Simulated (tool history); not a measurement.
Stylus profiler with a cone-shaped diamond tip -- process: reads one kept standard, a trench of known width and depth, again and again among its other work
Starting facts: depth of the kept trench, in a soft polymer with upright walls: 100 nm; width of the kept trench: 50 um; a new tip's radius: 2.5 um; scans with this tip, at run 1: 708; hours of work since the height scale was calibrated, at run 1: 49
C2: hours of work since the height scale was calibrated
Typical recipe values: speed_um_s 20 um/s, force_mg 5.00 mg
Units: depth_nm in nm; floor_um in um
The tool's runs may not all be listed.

run 1 hour=0.0 | speed_um_s=20 force_mg=5.00 | scans_with_this_tip=708 C2=49 | depth_nm=100.88 floor_um=48.52
run 2 hour=64.9 | speed_um_s=20 force_mg=5.00 | scans_with_this_tip=1278 C2=88 | depth_nm=100.89 floor_um=48.59
run 3 hour=183.8 | speed_um_s=20 force_mg=5.00 | scans_with_this_tip=2323 C2=159 | depth_nm=100.85 floor_um=48.44
run 4 hour=292.0 | speed_um_s=20 force_mg=6.21 | scans_with_this_tip=3274 C2=225 | depth_nm=101.03 floor_um=48.50
run 5 hour=394.4 | speed_um_s=20 force_mg=6.21 | scans_with_this_tip=4173 C2=287 | depth_nm=100.98 floor_um=48.43
run 6 hour=506.5 | speed_um_s=37 force_mg=5.00 | scans_with_this_tip=5158 C2=354 | depth_nm=100.82 floor_um=48.35
run 7 hour=619.8 | speed_um_s=20 force_mg=5.00 | scans_with_this_tip=6153 C2=422 | depth_nm=100.81 floor_um=48.31
run 8 hour=741.2 | speed_um_s=20 force_mg=5.00 | scans_with_this_tip=7220 C2=496 | depth_nm=100.78 floor_um=48.34
run 9 hour=801.7 | speed_um_s=20 force_mg=5.00 | scans_with_this_tip=7752 C2=532 | depth_nm=100.80 floor_um=48.39
run 10 hour=871.4 | speed_um_s=20 force_mg=5.00 | scans_with_this_tip=8364 C2=574 | depth_nm=100.78 floor_um=48.27
run 11 hour=934.9 | speed_um_s=20 force_mg=5.00 | scans_with_this_tip=8921 C2=613 | depth_nm=100.79 floor_um=48.30
run 12 hour=1027.6 | speed_um_s=63 force_mg=5.00 | scans_with_this_tip=9737 C2=668 | depth_nm=100.77 floor_um=48.12
run 13 hour=1097.3 | speed_um_s=63 force_mg=5.00 | scans_with_this_tip=10349 C2=711 | depth_nm=100.76 floor_um=48.14
run 14 hour=1215.4 | speed_um_s=63 force_mg=5.00 | scans_with_this_tip=11386 C2=782 | depth_nm=100.73 floor_um=48.08
run 15 hour=1312.3 | speed_um_s=41 force_mg=5.00 | scans_with_this_tip=12237 C2=840 | depth_nm=100.74 floor_um=48.11
run 16 hour=1398.7 | speed_um_s=41 force_mg=5.00 | scans_with_this_tip=12996 C2=892 | depth_nm=100.69 floor_um=48.11
run 17 hour=1508.6 | speed_um_s=41 force_mg=5.00 | scans_with_this_tip=13962 C2=959 | depth_nm=100.73 floor_um=48.07
run 18 hour=1623.5 | speed_um_s=6 force_mg=5.00 | scans_with_this_tip=14971 C2=1028 | depth_nm=100.66 floor_um=48.12
run 19 hour=1731.4 | speed_um_s=6 force_mg=5.00 | scans_with_this_tip=15920 C2=1093 | depth_nm=100.66 floor_um=48.13
run 20 hour=1849.7 | speed_um_s=20 force_mg=5.00 | scans_with_this_tip=16959 C2=1164 | depth_nm=100.64 floor_um=48.05
run 21 hour=1959.2 | speed_um_s=20 force_mg=5.00 | scans_with_this_tip=17921 C2=1230 | depth_nm=100.62 floor_um=48.04
-- hour=2074.1 height scale calibrated on a step standard
run 22 hour=2083.3 | speed_um_s=20 force_mg=13.95 | scans_with_this_tip=19007 C2=6 | depth_nm=101.45 floor_um=48.01
run 23 hour=2158.2 | speed_um_s=25 force_mg=13.95 | scans_with_this_tip=19664 C2=51 | depth_nm=101.46 floor_um=47.90
run 24 hour=2217.2 | speed_um_s=8 force_mg=8.08 | scans_with_this_tip=20184 C2=86 | depth_nm=100.89 floor_um=48.01
run 25 hour=2294.1 | speed_um_s=8 force_mg=5.00 | scans_with_this_tip=20859 C2=133 | depth_nm=100.56 floor_um=48.01
-- hour=2387.7 new tip fitted, height scale calibrated
run 26 hour=2387.7 | speed_um_s=28 force_mg=3.69 | scans_with_this_tip=0 C2=0 | depth_nm=100.71 floor_um=48.51
run 27 hour=2502.5 | speed_um_s=28 force_mg=3.69 | scans_with_this_tip=1008 C2=69 | depth_nm=100.72 floor_um=48.52
run 28 hour=2583.0 | speed_um_s=5 force_mg=7.12 | scans_with_this_tip=1715 C2=118 | depth_nm=101.11 floor_um=48.52
run 29 hour=2645.4 | speed_um_s=20 force_mg=4.84 | scans_with_this_tip=2263 C2=155 | depth_nm=100.85 floor_um=48.47
run 30 hour=2713.6 | speed_um_s=58 force_mg=4.84 | scans_with_this_tip=2863 C2=197 | depth_nm=100.83 floor_um=48.36
run 31 hour=2782.3 | speed_um_s=32 force_mg=2.63 | scans_with_this_tip=3467 C2=238 | depth_nm=100.54 floor_um=48.41
-- hour=2829.4 height scale calibrated on a step standard, once more
run 32 hour=2866.5 | speed_um_s=20 force_mg=7.45 | scans_with_this_tip=4202 C2=22 | depth_nm=101.22 floor_um=48.48
run 33 hour=2981.1 | speed_um_s=20 force_mg=6.81 | scans_with_this_tip=5209 C2=92 | depth_nm=101.09 floor_um=48.37
run 34 hour=3043.7 | speed_um_s=56 force_mg=1.84 | scans_with_this_tip=5759 C2=129 | depth_nm=100.49 floor_um=48.21
run 35 hour=3153.7 | speed_um_s=8 force_mg=9.23 | scans_with_this_tip=6725 C2=196 | depth_nm=101.33 floor_um=48.41
run 36 hour=3251.4 | speed_um_s=8 force_mg=9.23 | scans_with_this_tip=7583 C2=255 | depth_nm=101.32 floor_um=48.36
run 37 hour=3380.6 | speed_um_s=8 force_mg=9.23 | scans_with_this_tip=8719 C2=332 | depth_nm=101.30 floor_um=48.34
run 38 hour=3498.6 | speed_um_s=37 force_mg=8.72 | scans_with_this_tip=9755 C2=404 | depth_nm=101.23 floor_um=48.20
run 39 hour=3596.1 | speed_um_s=37 force_mg=8.72 | scans_with_this_tip=10612 C2=462 | depth_nm=101.21 floor_um=48.19
run 40 hour=3659.8 | speed_um_s=46 force_mg=3.79 | scans_with_this_tip=11172 C2=501 | depth_nm=100.67 floor_um=48.15
run 41 hour=3715.2 | speed_um_s=6 force_mg=2.08 | scans_with_this_tip=11658 C2=534 | depth_nm=100.39 floor_um=48.24
run 42 hour=3843.6 | speed_um_s=6 force_mg=2.08 | scans_with_this_tip=12786 C2=612 | depth_nm=100.41 floor_um=48.22
run 43 hour=3907.1 | speed_um_s=6 force_mg=2.08 | scans_with_this_tip=13344 C2=650 | depth_nm=100.37 floor_um=48.19
run 44 hour=4018.7 | speed_um_s=55 force_mg=9.67 | scans_with_this_tip=14324 C2=717 | depth_nm=101.28 floor_um=48.07
run 45 hour=4111.1 | speed_um_s=11 force_mg=9.72 | scans_with_this_tip=15136 C2=773 | depth_nm=101.26 floor_um=48.13

Had the tool no unlogged condition, and each run kept its random variation, what would the results have been?
Hidden state present: radius of the tip, um; height scale over the true one, %; drift of the gauge itself on depth_nm, %; drift of the gauge itself on floor_um, %.
run=1 depth_nm=100.88 floor_um=48.54
run=2 depth_nm=100.89 floor_um=48.63
run=3 depth_nm=100.87 floor_um=48.52
run=4 depth_nm=101.06 floor_um=48.60
run=5 depth_nm=101.03 floor_um=48.56
run=6 depth_nm=100.87 floor_um=48.51
run=7 depth_nm=100.89 floor_um=48.51
run=8 depth_nm=100.87 floor_um=48.57
run=9 depth_nm=100.90 floor_um=48.64
run=10 depth_nm=100.89 floor_um=48.54
run=11 depth_nm=100.91 floor_um=48.59
run=12 depth_nm=100.90 floor_um=48.43
run=13 depth_nm=100.90 floor_um=48.46
run=14 depth_nm=100.88 floor_um=48.44
run=15 depth_nm=100.90 floor_um=48.48
run=16 depth_nm=100.87 floor_um=48.51
run=17 depth_nm=100.91 floor_um=48.49
run=18 depth_nm=100.86 floor_um=48.57
run=19 depth_nm=100.88 floor_um=48.60
run=20 depth_nm=100.87 floor_um=48.55
run=21 depth_nm=100.86 floor_um=48.57
run=22 depth_nm=101.77 floor_um=48.56
run=23 depth_nm=101.79 floor_um=48.47
run=24 depth_nm=101.22 floor_um=48.60
run=25 depth_nm=100.91 floor_um=48.61
run=26 depth_nm=100.70 floor_um=48.49
run=27 depth_nm=100.72 floor_um=48.54
run=28 depth_nm=101.12 floor_um=48.56
run=29 depth_nm=100.88 floor_um=48.53
run=30 depth_nm=100.86 floor_um=48.44
run=31 depth_nm=100.58 floor_um=48.51
run=32 depth_nm=101.20 floor_um=48.60
run=33 depth_nm=101.09 floor_um=48.52
run=34 depth_nm=100.49 floor_um=48.38
run=35 depth_nm=101.35 floor_um=48.61
run=36 depth_nm=101.35 floor_um=48.58
run=37 depth_nm=101.35 floor_um=48.60
run=38 depth_nm=101.29 floor_um=48.49
run=39 depth_nm=101.29 floor_um=48.51
run=40 depth_nm=100.75 floor_um=48.48
run=41 depth_nm=100.47 floor_um=48.59
run=42 depth_nm=100.52 floor_um=48.60
run=43 depth_nm=100.48 floor_um=48.58
run=44 depth_nm=101.40 floor_um=48.49
run=45 depth_nm=101.40 floor_um=48.57
